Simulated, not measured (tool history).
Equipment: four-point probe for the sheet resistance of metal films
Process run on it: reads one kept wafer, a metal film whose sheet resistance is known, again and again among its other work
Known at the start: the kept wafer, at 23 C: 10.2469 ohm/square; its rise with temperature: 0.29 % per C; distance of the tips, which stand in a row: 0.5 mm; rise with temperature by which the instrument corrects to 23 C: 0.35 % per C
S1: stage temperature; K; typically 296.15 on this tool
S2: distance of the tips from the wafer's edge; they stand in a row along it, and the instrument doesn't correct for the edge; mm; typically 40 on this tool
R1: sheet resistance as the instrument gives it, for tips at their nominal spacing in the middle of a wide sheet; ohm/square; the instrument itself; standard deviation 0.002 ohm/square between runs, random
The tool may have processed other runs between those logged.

| run | hour | S1 | S2 | R1 |
|---|---|---|---|---|
| 1 | 0.0 | 296.15 | 40 | 10.247701 |
| 2 | 27.0 | 296.15 | 40 | 10.246490 |
| 3 | 46.1 | 296.15 | 40 | 10.246589 |
| 4 | 59.5 | 296.15 | 7 | 10.273336 |
| 5 | 78.7 | 296.15 | 7 | 10.276448 |
| 6 | 92.0 | 296.15 | 7 | 10.276416 |
| 7 | 104.4 | 296.15 | 7 | 10.277667 |
| 8 | 131.3 | 301.15 | 7 | 10.241964 |
| 9 | 151.2 | 301.15 | 7 | 10.245092 |
| 10 | 167.3 | 296.15 | 40 | 10.248583 |
| 11 | 195.7 | 296.15 | 4 | 10.326689 |
| 12 | 211.3 | 300.15 | 40 | 10.224930 |
| 13 | 231.4 | 300.15 | 40 | 10.221530 |
| 14 | 250.2 | 300.15 | 40 | 10.220974 |
| 15 | 266.4 | 300.15 | 40 | 10.224043 |
| 16 | 291.0 | 300.15 | 40 | 10.223933 |
| 17 | 314.7 | 300.15 | 39 | 10.218496 |
| 18 | 342.8 | 300.15 | 39 | 10.224989 |
| 19 | 364.6 | 295.15 | 39 | 10.256942 |
| 20 | 392.0 | 296.15 | 45 | 10.249569 |
| 21 | 412.6 | 296.15 | 45 | 10.250397 |
| 22 | 437.0 | 296.15 | 40 | 10.247659 |
| 23 | 464.3 | 296.15 | 21 | 10.250062 |
| 24 | 487.8 | 296.15 | 75 | 10.249889 |
| 25 | 515.4 | 293.15 | 27 | 10.269399 |
| 26 | 530.9 | 303.15 | 25 | 10.208954 |
| 27 | 559.7 | 303.15 | 25 | 10.205890 |
| 28 | 587.4 | 303.15 | 40 | 10.203779 |
| 29 | 614.1 | 303.15 | 11 | 10.214410 |
| 30 | 638.3 | 297.15 | 42 | 10.244601 |
| 31 | 661.9 | 296.15 | 4 | 10.337888 |
| 32 | 682.3 | 296.15 | 4 | 10.331559 |
| 33 | 709.4 | 296.15 | 4 | 10.334495 |
| 34 | 737.9 | 296.15 | 4 | 10.331067 |
| 35 | 752.3 | 295.15 | 11 | 10.265425 |
| 36 | 778.9 | 295.15 | 11 | 10.266284 |
| 37 | 794.3 | 296.15 | 31 | 10.249934 |
| 38 | 820.2 | 298.15 | 4 | 10.319904 |
| 39 | 843.1 | 296.15 | 40 | 10.247948 |
| 40 | 860.5 | 298.15 | 11 | 10.247244 |
| 41 | 876.9 | 293.15 | 21 | 10.272148 |
| 42 | 898.6 | 305.15 | 57 | 10.190534 |
| 43 | 922.1 | 295.15 | 55 | 10.254646 |
| 44 | 935.7 | 295.15 | 16 | 10.258763 |
| 45 | 957.2 | 295.15 | 16 | 10.259908 |

What if the next run were any one of these 4? Each begins from the tool's condition after run 45:
| A | 978.5 | 296.15 | 3 | ? |
| B | 978.5 | 296.15 | 21 | ? |
| C | 978.5 | 297.15 | 29 | ? |
| D | 978.5 | 301.15 | 3 | ? |

| run | R1 |
|---|---|
| A | 10.398278 |
| B | 10.249628 |
| C | 10.242827 |
| D | 10.365181 |
Stripped of hidden state, with their random variation kept, the same runs would have yielded:
| run | R1 |
|---|---|
| A | 10.398118 |
| B | 10.249471 |
| C | 10.242670 |
| D | 10.365022 |
